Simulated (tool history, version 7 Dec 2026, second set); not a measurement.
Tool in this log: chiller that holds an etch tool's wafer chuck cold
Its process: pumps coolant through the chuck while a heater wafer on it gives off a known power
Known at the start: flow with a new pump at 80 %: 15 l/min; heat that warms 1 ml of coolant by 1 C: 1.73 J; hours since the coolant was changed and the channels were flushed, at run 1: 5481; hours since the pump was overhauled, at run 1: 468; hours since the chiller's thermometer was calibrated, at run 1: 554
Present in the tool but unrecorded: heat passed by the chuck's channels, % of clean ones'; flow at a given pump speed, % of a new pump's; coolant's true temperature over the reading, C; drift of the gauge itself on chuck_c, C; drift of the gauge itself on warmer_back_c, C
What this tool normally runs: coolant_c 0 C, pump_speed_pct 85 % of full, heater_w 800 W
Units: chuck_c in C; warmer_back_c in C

run	hour	coolant_c	pump_speed_pct	heater_w	hours since the coolant was changed and the channels were flushed	hours since the pump was overhauled	hours since the chiller's thermometer was calibrated	chuck_c	warmer_back_c
1	0	0	85	800	5481	468	554	5.42	1.74
2	65.2	0	85	800	5546	534	620	5.53	1.77
3	96.8	0	85	800	5578	565	651	5.59	1.76
4	152.1	0	85	433	5633	620	706	3.1	0.94
5	194.5	-1	85	433	5675	663	749	1.82	0.91
6	247.8	0	85	800	5729	716	802	5.64	1.76
7	278.6	0	85	800	5760	747	833	5.69	1.77
8	314.3	0	85	880	5795	783	869	6.25	1.96
9	382.5	0	85	880	5863	851	937	6.17	1.96
10	436.1	-10	85	880	5917	905	990	-3.79	1.93
11	473.6	-8	85	800	5955	942	1028	-2.45	1.77
# hour 527.1: coolant changed, channels flushed
12	537.7	-8	85	800	11	1000	1086	-3.4	1.78
13	577.1	-8	85	800	50	1039	1125	-3.31	1.75
14	635.2	0	85	800	108	1098	1183	4.74	1.75
15	704.8	0	85	800	178	1167	1253	4.63	1.71
16	761.8	0	85	800	235	1224	1310	4.74	1.79
17	824.5	0	79	800	297	1287	1373	4.99	1.95
# hour 831.9: chiller's thermometer calibrated
18	865.8	0	79	800	338	1327	34	4.83	1.93
19	910.1	2	75	645	382	1372	78	6.06	1.65
20	957.5	-7	75	1133	429	1419	126	0.05	2.97
21	996.3	2	84	408	468	1458	164	4.17	0.9
22	1038.8	-3	85	670	511	1500	207	0.86	1.51
23	1101.7	0	97	406	574	1563	270	2.02	0.77
# hour 1132.4: chiller's thermometer calibrated, once more
24	1137.2	0	97	406	608	1598	5	2.24	0.79
25	1174	0	85	571	645	1634	42	3.36	1.26
26	1211.5	0	85	571	682	1672	79	3.46	1.29
27	1266.4	-1	82	1146	737	1727	134	6.14	2.67
28	1303.5	-1	82	1146	774	1764	171	6.1	2.68
29	1347.3	5	93	1146	818	1808	215	11.62	2.36
30	1396.5	5	93	1146	867	1857	264	11.63	2.35
31	1462.1	5	93	1146	933	1922	330	11.55	2.33
32	1495	5	95	1146	966	1955	363	11.36	2.27

4 ways to go on from here, each from the tool as it stands after run 32. What would each give?
A	1558.1	6	95	1146	1029	2018	426	?	?
B	1558.1	-5	83	985	1029	2018	426	?	?
C	1558.1	5	69	1150	1029	2018	426	?	?
D	1558.1	-6	95	875	1029	2018	426	?	?

run	chuck_c	warmer_back_c
A	12.46	2.3
B	1.08	2.31
C	13.02	3.24
D	-0.92	1.77
Stripped of hidden state, with their random variation kept, the same runs would have yielded:
run	chuck_c	warmer_back_c
A	12.13	2.2
B	0.78	2.21
C	12.61	3.09
D	-1.16	1.69
